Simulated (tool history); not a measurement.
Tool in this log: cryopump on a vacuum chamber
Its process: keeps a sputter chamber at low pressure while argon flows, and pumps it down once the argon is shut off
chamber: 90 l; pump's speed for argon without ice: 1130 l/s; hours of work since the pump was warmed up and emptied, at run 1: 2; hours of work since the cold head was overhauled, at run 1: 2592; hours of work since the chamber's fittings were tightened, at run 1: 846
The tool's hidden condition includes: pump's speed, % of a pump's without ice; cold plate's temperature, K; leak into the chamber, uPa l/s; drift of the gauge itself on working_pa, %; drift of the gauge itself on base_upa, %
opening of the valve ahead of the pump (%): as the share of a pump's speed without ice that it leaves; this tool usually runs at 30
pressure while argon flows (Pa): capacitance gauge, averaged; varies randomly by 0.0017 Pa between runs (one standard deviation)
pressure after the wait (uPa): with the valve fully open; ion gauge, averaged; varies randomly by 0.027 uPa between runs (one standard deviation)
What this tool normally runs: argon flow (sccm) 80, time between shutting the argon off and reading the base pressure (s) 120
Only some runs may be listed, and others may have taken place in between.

run,hour,argon flow (sccm),time between shutting the argon off and reading the base pressure (s),opening of the valve ahead of the pump (%),hours of work since the pump was warmed up and emptied,hours of work since the cold head was overhauled,hours of work since the chamber's fittings were tightened,pressure while argon flows (Pa),pressure after the wait (uPa)
1,0,80,120,30,2,2592,846,0.4019,2.25
2,52.2,80,120,30,40,2629,883,0.4052,2.29
3,119.2,80,120,30,88,2678,931,0.4019,2.39
4,171.7,80,120,30,125,2715,969,0.4057,2.39
5,253.8,80,273,30,184,2774,1028,0.4079,1.97
6,293.5,80,273,30,213,2803,1056,0.4104,2.06
7,385.5,80,142,30,279,2869,1122,0.4112,2.57
8,438.2,80,142,30,317,2907,1160,0.4149,2.66
9,532.6,80,120,30,385,2974,1228,0.418,3.02
10,622,80,120,30,449,3039,1292,0.4209,3.11
11,708.8,80,120,30,511,3101,1354,0.4248,3.25
12,785.5,80,120,30,566,3156,1409,0.4267,3.33
13,875.1,80,120,30,630,3220,1474,0.4352,3.59
14,968.8,80,120,30,698,3288,1541,0.4345,3.58
15,1018.5,80,29,30,733,3323,1577,0.4405,6.63
16,1073.2,80,266,30,773,3362,1616,0.4433,3.39
# hour 1129.7: pump warmed up, emptied and cooled again
17,1144.7,107,62,40,11,3410,1664,0.4063,3.99
18,1201.1,107,62,40,51,3451,1704,0.4068,4.07
19,1274.9,78,62,37,104,3504,1757,0.3229,4.24
20,1362.2,65,268,21,167,3566,1820,0.4724,2.96
21,1444.4,81,24,30,226,3625,1879,0.4148,7.44
22,1536.5,41,27,46,292,3691,1945,0.1407,6.97
# hour 1564.3: leaking fittings of the chamber tightened, without venting
23,1594.5,41,27,46,332,3732,22,0.1426,4.42
24,1687.6,41,25,46,399,3799,89,0.1441,4.89
25,1756.1,65,134,17,448,3848,138,0.5944,1.37
26,1807.8,65,134,17,485,3885,175,0.5941,1.47
27,1864.5,67,296,30,526,3926,215,0.3577,1.05
28,1920.9,34,120,19,567,3966,256,0.2786,1.69
29,1973.6,34,120,19,604,4004,294,0.283,1.69

Below are 4 alternative next runs, each starting from the tool's condition after run 29. Predict each:
A,2046.2,37,120,30,657,4056,346,?,?
B,2046.2,154,240,39,657,4056,346,?,?
C,2046.2,80,67,30,657,4056,346,?,?
D,2046.2,110,159,30,657,4056,346,?,?

run,pressure while argon flows (Pa),pressure after the wait (uPa)
A,0.2007,1.9
B,0.6598,1.4
C,0.4323,2.56
D,0.5982,1.68
What these runs would have given with no unlogged condition in the tool:
run,pressure while argon flows (Pa),pressure after the wait (uPa)
A,0.1838,1.21
B,0.5894,0.71
C,0.3958,1.88
D,0.5479,0.97
